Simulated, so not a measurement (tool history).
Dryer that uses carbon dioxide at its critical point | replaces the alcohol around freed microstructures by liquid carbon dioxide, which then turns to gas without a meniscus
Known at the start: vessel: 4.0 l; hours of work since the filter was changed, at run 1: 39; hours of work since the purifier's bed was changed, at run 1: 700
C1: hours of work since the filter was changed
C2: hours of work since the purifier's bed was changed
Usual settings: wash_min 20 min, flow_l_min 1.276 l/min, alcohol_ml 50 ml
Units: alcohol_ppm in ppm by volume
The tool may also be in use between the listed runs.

run 1 hour=0 | wash_min=20 flow_l_min=1.276 alcohol_ml=50 | C1=39 C2=700 | alcohol_ppm=120
run 2 hour=18 | wash_min=20 flow_l_min=1.276 alcohol_ml=50 | C1=49 C2=709 | alcohol_ppm=118
run 3 hour=41.2 | wash_min=20 flow_l_min=1.276 alcohol_ml=50 | C1=61 C2=722 | alcohol_ppm=127
run 4 hour=75.1 | wash_min=20 flow_l_min=1.276 alcohol_ml=50 | C1=79 C2=740 | alcohol_ppm=127
run 5 hour=109.4 | wash_min=20 flow_l_min=1.88 alcohol_ml=50 | C1=98 C2=759 | alcohol_ppm=43
run 6 hour=131.8 | wash_min=20 flow_l_min=1.276 alcohol_ml=36 | C1=110 C2=771 | alcohol_ppm=112
run 7 hour=150.9 | wash_min=20 flow_l_min=1.276 alcohol_ml=36 | C1=120 C2=781 | alcohol_ppm=117
run 8 hour=170.3 | wash_min=20 flow_l_min=1.276 alcohol_ml=36 | C1=130 C2=791 | alcohol_ppm=110
run 9 hour=193.4 | wash_min=20 flow_l_min=1.276 alcohol_ml=50 | C1=143 C2=804 | alcohol_ppm=138
run 10 hour=209.5 | wash_min=20 flow_l_min=1.276 alcohol_ml=50 | C1=151 C2=812 | alcohol_ppm=157
run 11 hour=232 | wash_min=29 flow_l_min=1.276 alcohol_ml=50 | C1=164 C2=824 | alcohol_ppm=53
run 12 hour=262.8 | wash_min=15 flow_l_min=1.39 alcohol_ml=31 | C1=180 C2=841 | alcohol_ppm=203
run 13 hour=278.4 | wash_min=19 flow_l_min=0.87 alcohol_ml=30 | C1=188 C2=849 | alcohol_ppm=371
run 14 hour=296.2 | wash_min=19 flow_l_min=0.87 alcohol_ml=30 | C1=198 C2=859 | alcohol_ppm=367
run 15 hour=314.6 | wash_min=26 flow_l_min=0.87 alcohol_ml=50 | C1=208 C2=869 | alcohol_ppm=223
run 16 hour=332.1 | wash_min=26 flow_l_min=0.87 alcohol_ml=50 | C1=217 C2=878 | alcohol_ppm=229
run 17 hour=347.1 | wash_min=20 flow_l_min=1.58 alcohol_ml=35 | C1=225 C2=886 | alcohol_ppm=80
run 18 hour=369.7 | wash_min=20 flow_l_min=0.78 alcohol_ml=50 | C1=237 C2=898 | alcohol_ppm=735
run 19 hour=402.6 | wash_min=20 flow_l_min=0.87 alcohol_ml=50 | C1=255 C2=916 | alcohol_ppm=579
-- hour=413.7 inlet filter changed
run 20 hour=432.2 | wash_min=18 flow_l_min=1.16 alcohol_ml=25 | C1=10 C2=931 | alcohol_ppm=142
run 21 hour=459.4 | wash_min=19 flow_l_min=1.276 alcohol_ml=50 | C1=25 C2=946 | alcohol_ppm=150

Forecast each of these 3 alternatives for the next run:
run A hour=481.3 | wash_min=16 flow_l_min=2.12 alcohol_ml=50 | C1=36 C2=958 | alcohol_ppm=?
run B hour=481.3 | wash_min=28 flow_l_min=0.83 alcohol_ml=28 | C1=36 C2=958 | alcohol_ppm=?
run C hour=481.3 | wash_min=19 flow_l_min=1.19 alcohol_ml=65 | C1=36 C2=958 | alcohol_ppm=?

run=A alcohol_ppm=51
run=B alcohol_ppm=108
run=C alcohol_ppm=220
Without the tool's hidden state the same runs would have given:
run=A alcohol_ppm=11
run=B alcohol_ppm=64
run=C alcohol_ppm=166
